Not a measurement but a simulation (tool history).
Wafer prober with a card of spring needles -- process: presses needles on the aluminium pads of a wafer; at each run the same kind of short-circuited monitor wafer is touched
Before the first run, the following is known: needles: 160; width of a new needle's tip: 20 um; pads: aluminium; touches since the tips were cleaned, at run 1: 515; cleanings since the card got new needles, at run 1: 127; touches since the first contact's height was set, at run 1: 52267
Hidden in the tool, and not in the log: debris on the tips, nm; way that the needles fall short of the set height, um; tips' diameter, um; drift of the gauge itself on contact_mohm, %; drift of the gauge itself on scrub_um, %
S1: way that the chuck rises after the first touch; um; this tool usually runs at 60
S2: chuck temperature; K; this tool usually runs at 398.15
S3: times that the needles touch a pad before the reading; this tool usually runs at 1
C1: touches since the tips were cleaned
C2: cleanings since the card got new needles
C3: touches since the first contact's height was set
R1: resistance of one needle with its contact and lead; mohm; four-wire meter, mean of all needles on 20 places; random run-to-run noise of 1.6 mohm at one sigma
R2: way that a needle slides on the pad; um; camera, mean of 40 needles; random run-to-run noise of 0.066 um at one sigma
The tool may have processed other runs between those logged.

Run 1, day 0.000: usual settings; C1 515; C2 127; C3 52267. Result: R1 155 mohm, R2 12.41 um.
At day 0.092: tips cleaned on abrasive film.
At day 0.238: tips cleaned on abrasive film.
At day 0.388: tips cleaned on abrasive film.
At day 0.533: tips cleaned on abrasive film.
Run 2, day 0.608: usual settings; C1 1043; C2 131; C3 60429. Result: R1 155 mohm, R2 12.37 um.
At day 0.667: tips cleaned on abrasive film.
At day 0.817: tips cleaned on abrasive film.
At day 0.933: tips cleaned on abrasive film.
Run 3, day 1.038: usual settings; C1 1401; C2 134; C3 66161. Result: R1 152 mohm, R2 12.42 um.
At day 1.071: tips cleaned on abrasive film.
At day 1.217: tips cleaned on abrasive film.
At day 1.367: tips cleaned on abrasive film.
Run 4, day 1.375: usual settings; C1 95; C2 137; C3 70635. Result: R1 153 mohm, R2 12.24 um.
At day 1.492: tips cleaned on abrasive film.
At day 1.612: tips cleaned on abrasive film.
At day 1.733: tips cleaned on abrasive film.
Run 5, day 1.842: usual settings; C1 1505; C2 140; C3 76910. Result: R1 154 mohm, R2 12.35 um.
At day 1.875: tips cleaned on abrasive film.
At day 1.992: tips cleaned on abrasive film.
At day 2.138: tips cleaned on abrasive film.
At day 2.288: tips cleaned on abrasive film.
At day 2.408: tips cleaned on abrasive film.
Run 6, day 2.483: usual settings but S3 2; C1 1053; C2 145; C3 85482. Result: R1 154 mohm, R2 12.37 um.
At day 2.546: tips cleaned on abrasive film.
At day 2.662: tips cleaned on abrasive film.
At day 2.812: tips cleaned on abrasive film.
At day 2.958: tips cleaned on abrasive film.
At day 3.088: tips cleaned on abrasive film.
Run 7, day 3.088: usual settings but S3 2; C1 0; C2 150; C3 93547. Result: R1 156 mohm, R2 12.39 um.
At day 3.208: tips cleaned on abrasive film.
At day 3.221: height of the first contact set anew.
At day 3.342: tips cleaned on abrasive film.
At day 3.488: tips cleaned on abrasive film.
At day 3.633: tips cleaned on abrasive film.
At day 3.767: tips cleaned on abrasive film.
Run 8, day 3.767: usual settings but S3 2; C1 0; C2 155; C3 7302. Result: R1 154 mohm, R2 12.26 um.
At day 3.917: tips cleaned on abrasive film.
At day 4.033: tips cleaned on abrasive film.
Run 9, day 4.075: usual settings but S3 2; C1 533; C2 157; C3 11417. Result: R1 154 mohm, R2 12.26 um.
At day 4.162: tips cleaned on abrasive film.
At day 4.312: tips cleaned on abrasive film.
At day 4.433: tips cleaned on abrasive film.
At day 4.579: tips cleaned on abrasive film.
Run 10, day 4.612: usual settings; C1 422; C2 161; C3 18600. Result: R1 154 mohm, R2 12.28 um.
At day 4.700: tips cleaned on abrasive film.
At day 4.850: tips cleaned on abrasive film.
At day 4.996: tips cleaned on abrasive film.
At day 5.146: tips cleaned on abrasive film.
At day 5.267: tips cleaned on abrasive film.
Run 11, day 5.288: usual settings; C1 309; C2 166; C3 27662. Result: R1 155 mohm, R2 12.23 um.
At day 5.408: tips cleaned on abrasive film.
At day 5.554: tips cleaned on abrasive film.
At day 5.675: tips cleaned on abrasive film.
Run 12, day 5.675: usual settings but S1 63 um; C1 0; C2 169; C3 32849. Result: R1 155 mohm, R2 12.84 um.
At day 5.825: tips cleaned on abrasive film.
At day 5.975: tips cleaned on abrasive film.
At day 6.121: tips cleaned on abrasive film.
At day 6.271: tips cleaned on abrasive film.
Run 13, day 6.288: usual settings but S1 63 um; C1 242; C2 173; C3 41048. Result: R1 153 mohm, R2 12.86 um.
At day 6.408: tips cleaned on abrasive film.
At day 6.554: tips cleaned on abrasive film.
At day 6.675: tips cleaned on abrasive film.
At day 6.825: tips cleaned on abrasive film.
Run 14, day 6.862: usual settings but S1 71 um, S2 335.15 K; C1 569; C2 177; C3 48768. Result: R1 143 mohm, R2 14.37 um.
At day 6.954: tips cleaned on abrasive film.
At day 7.100: tips cleaned on abrasive film.
Run 15, day 7.142: usual settings but S1 74 um, S2 308.15 K, S3 3; C1 538; C2 179; C3 52463. Result: R1 138 mohm, R2 15.09 um.
At day 7.229: tips cleaned on abrasive film.
At day 7.350: tips cleaned on abrasive film.
At day 7.500: tips cleaned on abrasive film.
At day 7.646: tips cleaned on abrasive film.
Run 16, day 7.688: usual settings but S1 40 um, S2 312.15 K; C1 596; C2 183; C3 59796. Result: R1 149 mohm, R2 7.95 um.
At day 7.779: tips cleaned on abrasive film.
At day 7.925: tips cleaned on abrasive film.
At day 8.075: tips cleaned on abrasive film.
At day 8.225: tips cleaned on abrasive film.
Run 17, day 8.312: usual settings but S1 40 um, S2 312.15 K; C1 1260; C2 187; C3 68198. Result: R1 149 mohm, R2 8.04 um.
At day 8.346: tips cleaned on abrasive film.
At day 8.496: tips cleaned on abrasive film.
At day 8.996: card fitted with new needles.
Run 18, day 9.108: usual settings but S1 40 um, S2 312.15 K; C1 1571; C2 0; C3 1571. Result: R1 149 mohm, R2 8.14 um.
At day 9.142: tips cleaned on abrasive film.
At day 9.262: tips cleaned on abrasive film.
At day 9.408: tips cleaned on abrasive film.
Run 19, day 9.458: usual settings but S1 40 um, S2 312.15 K; C1 702; C2 3; C3 6253. Result: R1 147 mohm, R2 7.97 um.
At day 9.550: tips cleaned on abrasive film.
At day 9.700: tips cleaned on abrasive film.
Run 20, day 9.808: usual settings but S1 79 um, S2 317.15 K, S3 3; C1 1495; C2 5; C3 10918. Result: R1 137 mohm, R2 15.92 um.
At day 9.842: tips cleaned on abrasive film.
At day 9.988: tips cleaned on abrasive film.
At day 10.108: tips cleaned on abrasive film.
At day 10.254: tips cleaned on abrasive film.
Run 21, day 10.300: usual settings but S1 78 um, S2 360.15 K; C1 609; C2 9; C3 17479. Result: R1 144 mohm, R2 15.74 um.
At day 10.392: tips cleaned on abrasive film.
At day 10.508: tips cleaned on abrasive film.
At day 10.658: tips cleaned on abrasive film.
At day 10.808: tips cleaned on abrasive film.
Run 22, day 10.879: usual settings but S1 68 um; C1 987; C2 13; C3 25234. Result: R1 155 mohm, R2 13.65 um.
At day 10.942: tips cleaned on abrasive film.
At day 11.058: tips cleaned on abrasive film.
At day 11.208: tips cleaned on abrasive film.
At day 11.342: tips cleaned on abrasive film.
Run 23, day 11.342: usual settings but S1 47 um, S2 328.15 K, S3 3; C1 0; C2 17; C3 31381. Result: R1 148 mohm, R2 9.44 um.
At day 11.396: gauge calibrated.
At day 11.488: tips cleaned on abrasive film.
At day 11.638: tips cleaned on abrasive film.
At day 11.783: tips cleaned on abrasive film.
Run 24, day 11.804: usual settings but S2 317.15 K; C1 269; C2 20; C3 37602. Result: R1 142 mohm, R2 12.47 um.
At day 11.925: tips cleaned on abrasive film.
At day 12.042: tips cleaned on abrasive film.
At day 12.162: tips cleaned on abrasive film.
At day 12.312: tips cleaned on abrasive film.
At day 12.458: tips cleaned on abrasive film.
Run 25, day 12.471: usual settings but S1 52 um, S2 309.15 K, S3 2; C1 165; C2 25; C3 46525. Result: R1 140 mohm, R2 10.61 um.
At day 12.592: tips cleaned on abrasive film.
At day 12.738: tips cleaned on abrasive film.
At day 12.888: tips cleaned on abrasive film.
At day 13.033: tips cleaned on abrasive film.
Run 26, day 13.092: usual settings but S1 52 um, S2 309.15 K, S3 2; C1 790; C2 29; C3 54866. Result: R1 141 mohm, R2 10.64 um.

Hidden state at the last listed run before each entry between runs and at the first one after, where it differs:
Run 1 -> run 2: tips cleaned on abrasive film (day 0.092); tips cleaned on abrasive film (day 0.238); tips cleaned on abrasive film (day 0.388); tips cleaned on abrasive film (day 0.533)
  debris on the tips, nm: 0.4 -> 0.7; way that the needles fall short of the set height, um: 0.02 -> 0.03; drift of the gauge itself on scrub_um, %: 0 -> -0.15
  what was measured, less what the result would be without the hidden state, R2: +0.00 -> -0.02 um
Run 2 -> run 3: tips cleaned on abrasive film (day 0.667); tips cleaned on abrasive film (day 0.817); tips cleaned on abrasive film (day 0.933)
  debris on the tips, nm: 0.7 -> 0.9; drift of the gauge itself on scrub_um, %: -0.15 -> -0.25
  what was measured, less what the result would be without the hidden state, R2: -0.02 -> -0.03 um
Run 3 -> run 4: tips cleaned on abrasive film (day 1.071); tips cleaned on abrasive film (day 1.217); tips cleaned on abrasive film (day 1.367)
  debris on the tips, nm: 0.9 -> 0.2; drift of the gauge itself on scrub_um, %: -0.25 -> -0.33
  what was measured, less what the result would be without the hidden state, R2: -0.03 -> -0.04 um
Run 4 -> run 5: tips cleaned on abrasive film (day 1.492); tips cleaned on abrasive film (day 1.612); tips cleaned on abrasive film (day 1.733)
  debris on the tips, nm: 0.2 -> 1; drift of the gauge itself on scrub_um, %: -0.33 -> -0.45
  what was measured, less what the result would be without the hidden state, R2: -0.04 -> -0.07 um
Run 5 -> run 6: tips cleaned on abrasive film (day 1.875); tips cleaned on abrasive film (day 1.992); tips cleaned on abrasive film (day 2.138); tips cleaned on abrasive film (day 2.288); tips cleaned on abrasive film (day 2.408)
  debris on the tips, nm: 1 -> 0.8; way that the needles fall short of the set height, um: 0.03 -> 0.04; drift of the gauge itself on scrub_um, %: -0.45 -> -0.61
  what was measured, less what the result would be without the hidden state, R2: -0.07 -> -0.08 um
Run 6 -> run 7: tips cleaned on abrasive film (day 2.546); tips cleaned on abrasive film (day 2.662); tips cleaned on abrasive film (day 2.812); tips cleaned on abrasive film (day 2.958); tips cleaned on abrasive film (day 3.088)
  debris on the tips, nm: 0.8 -> 0.1; drift of the gauge itself on scrub_um, %: -0.61 -> -0.75
  what was measured, less what the result would be without the hidden state, R2: -0.08 -> -0.10 um
Run 7 -> run 8: tips cleaned on abrasive film (day 3.208); height of the first contact set anew (day 3.221); tips cleaned on abrasive film (day 3.342); tips cleaned on abrasive film (day 3.488); tips cleaned on abrasive film (day 3.633); tips cleaned on abrasive film (day 3.767)
  way that the needles fall short of the set height, um: 0.04 -> 0; tips' diameter, um: 20.04 -> 20.05; drift of the gauge itself on scrub_um, %: -0.75 -> -0.91
  what was measured, less what the result would be without the hidden state, R2: -0.10 -> -0.12 um
Run 8 -> run 9: tips cleaned on abrasive film (day 3.917); tips cleaned on abrasive film (day 4.033)
  debris on the tips, nm: 0.1 -> 0.5; way that the needles fall short of the set height, um: 0 -> 0.01; drift of the gauge itself on scrub_um, %: -0.91 -> -0.99
  what was measured, less what the result would be without the hidden state, R2: -0.12 -> -0.12 um
Run 9 -> run 10: tips cleaned on abrasive film (day 4.162); tips cleaned on abrasive film (day 4.312); tips cleaned on abrasive film (day 4.433); tips cleaned on abrasive film (day 4.579)
  debris on the tips, nm: 0.5 -> 0.4; drift of the gauge itself on scrub_um, %: -0.99 -> -1.12
  what was measured, less what the result would be without the hidden state, R2: -0.12 -> -0.14 um
Run 10 -> run 11: tips cleaned on abrasive film (day 4.700); tips cleaned on abrasive film (day 4.850); tips cleaned on abrasive film (day 4.996); tips cleaned on abrasive film (day 5.146); tips cleaned on abrasive film (day 5.267)
  debris on the tips, nm: 0.4 -> 0.3; drift of the gauge itself on scrub_um, %: -1.12 -> -1.29
  what was measured, less what the result would be without the hidden state, R2: -0.14 -> -0.16 um
Run 11 -> run 12: tips cleaned on abrasive film (day 5.408); tips cleaned on abrasive film (day 5.554); tips cleaned on abrasive film (day 5.675)
  debris on the tips, nm: 0.3 -> 0.1; way that the needles fall short of the set height, um: 0.01 -> 0.02; drift of the gauge itself on scrub_um, %: -1.29 -> -1.38
  what was measured, less what the result would be without the hidden state, R2: -0.16 -> -0.18 um
Run 12 -> run 13: tips cleaned on abrasive film (day 5.825); tips cleaned on abrasive film (day 5.975); tips cleaned on abrasive film (day 6.121); tips cleaned on abrasive film (day 6.271)
  debris on the tips, nm: 0.1 -> 0.2; drift of the gauge itself on scrub_um, %: -1.38 -> -1.53
  what was measured, less what the result would be without the hidden state, R2: -0.18 -> -0.20 um
Run 13 -> run 14: tips cleaned on abrasive film (day 6.408); tips cleaned on abrasive film (day 6.554); tips cleaned on abrasive film (day 6.675); tips cleaned on abrasive film (day 6.825)
  debris on the tips, nm: 0.2 -> 0.4; drift of the gauge itself on scrub_um, %: -1.53 -> -1.67
  what was measured, less what the result would be without the hidden state, R2: -0.20 -> -0.25 um
Run 14 -> run 15: tips cleaned on abrasive film (day 6.954); tips cleaned on abrasive film (day 7.100)
  debris on the tips, nm: 0.4 -> 0.5; drift of the gauge itself on scrub_um, %: -1.67 -> -1.74
  what was measured, less what the result would be without the hidden state, R2: -0.25 -> -0.27 um
Run 15 -> run 16: tips cleaned on abrasive film (day 7.229); tips cleaned on abrasive film (day 7.350); tips cleaned on abrasive film (day 7.500); tips cleaned on abrasive film (day 7.646)
  way that the needles fall short of the set height, um: 0.02 -> 0.03; drift of the gauge itself on scrub_um, %: -1.74 -> -1.87
  what was measured, less what the result would be without the hidden state, R2: -0.27 -> -0.16 um
Run 16 -> run 17: tips cleaned on abrasive film (day 7.779); tips cleaned on abrasive film (day 7.925); tips cleaned on abrasive film (day 8.075); tips cleaned on abrasive film (day 8.225)
  debris on the tips, nm: 0.5 -> 0.8; tips' diameter, um: 20.05 -> 20.06; drift of the gauge itself on scrub_um, %: -1.87 -> -2.02
  what was measured, less what the result would be without the hidden state, R2: -0.16 -> -0.17 um
Run 17 -> run 18: tips cleaned on abrasive film (day 8.346); tips cleaned on abrasive film (day 8.496); card fitted with new needles (day 8.996)
  debris on the tips, nm: 0.8 -> 0.9; way that the needles fall short of the set height, um: 0.03 -> 0; tips' diameter, um: 20.06 -> 20; drift of the gauge itself on scrub_um, %: -2.02 -> -2.1
  what was measured, less what the result would be without the hidden state, R2: -0.17 -> -0.17 um
Run 18 -> run 19: tips cleaned on abrasive film (day 9.142); tips cleaned on abrasive film (day 9.262); tips cleaned on abrasive film (day 9.408)
  debris on the tips, nm: 0.9 -> 0.6; drift of the gauge itself on scrub_um, %: -2.1 -> -2.18
  what was measured, less what the result would be without the hidden state, R2: -0.17 -> -0.18 um
Run 19 -> run 20: tips cleaned on abrasive film (day 9.550); tips cleaned on abrasive film (day 9.700)
  debris on the tips, nm: 0.6 -> 0.9; drift of the gauge itself on scrub_um, %: -2.18 -> -2.27
  what was measured, less what the result would be without the hidden state, R2: -0.18 -> -0.37 um
Run 20 -> run 21: tips cleaned on abrasive film (day 9.842); tips cleaned on abrasive film (day 9.988); tips cleaned on abrasive film (day 10.108); tips cleaned on abrasive film (day 10.254)
  debris on the tips, nm: 0.9 -> 0.5; way that the needles fall short of the set height, um: 0 -> 0.01; drift of the gauge itself on scrub_um, %: -2.27 -> -2.39
  what was measured, less what the result would be without the hidden state, R2: -0.37 -> -0.39 um
Run 21 -> run 22: tips cleaned on abrasive film (day 10.392); tips cleaned on abrasive film (day 10.508); tips cleaned on abrasive film (day 10.658); tips cleaned on abrasive film (day 10.808)
  debris on the tips, nm: 0.5 -> 0.8; drift of the gauge itself on scrub_um, %: -2.39 -> -2.53
  what was measured, less what the result would be without the hidden state, R2: -0.39 -> -0.36 um
Run 22 -> run 23: tips cleaned on abrasive film (day 10.942); tips cleaned on abrasive film (day 11.058); tips cleaned on abrasive film (day 11.208); tips cleaned on abrasive film (day 11.342)
  debris on the tips, nm: 0.8 -> 0.1; tips' diameter, um: 20 -> 20.01; drift of the gauge itself on scrub_um, %: -2.53 -> -2.64
  what was measured, less what the result would be without the hidden state, R2: -0.36 -> -0.26 um
Run 23 -> run 24: gauge calibrated (day 11.396); tips cleaned on abrasive film (day 11.488); tips cleaned on abrasive film (day 11.638); tips cleaned on abrasive film (day 11.783)
  debris on the tips, nm: 0.1 -> 0.3; way that the needles fall short of the set height, um: 0.01 -> 0.02; drift of the gauge itself on scrub_um, %: -2.64 -> -0.1
  what was measured, less what the result would be without the hidden state, R2: -0.26 -> -0.01 um
Run 24 -> run 25: tips cleaned on abrasive film (day 11.925); tips cleaned on abrasive film (day 12.042); tips cleaned on abrasive film (day 12.162); tips cleaned on abrasive film (day 12.312); tips cleaned on abrasive film (day 12.458)
  drift of the gauge itself on scrub_um, %: -0.1 -> -0.26
  what was measured, less what the result would be without the hidden state, R2: -0.01 -> -0.03 um
Run 25 -> run 26: tips cleaned on abrasive film (day 12.592); tips cleaned on abrasive film (day 12.738); tips cleaned on abrasive film (day 12.888); tips cleaned on abrasive film (day 13.033)
  debris on the tips, nm: 0.3 -> 0.6; way that the needles fall short of the set height, um: 0.02 -> 0.03; drift of the gauge itself on scrub_um, %: -0.26 -> -0.41
  what was measured, less what the result would be without the hidden state, R2: -0.03 -> -0.05 um
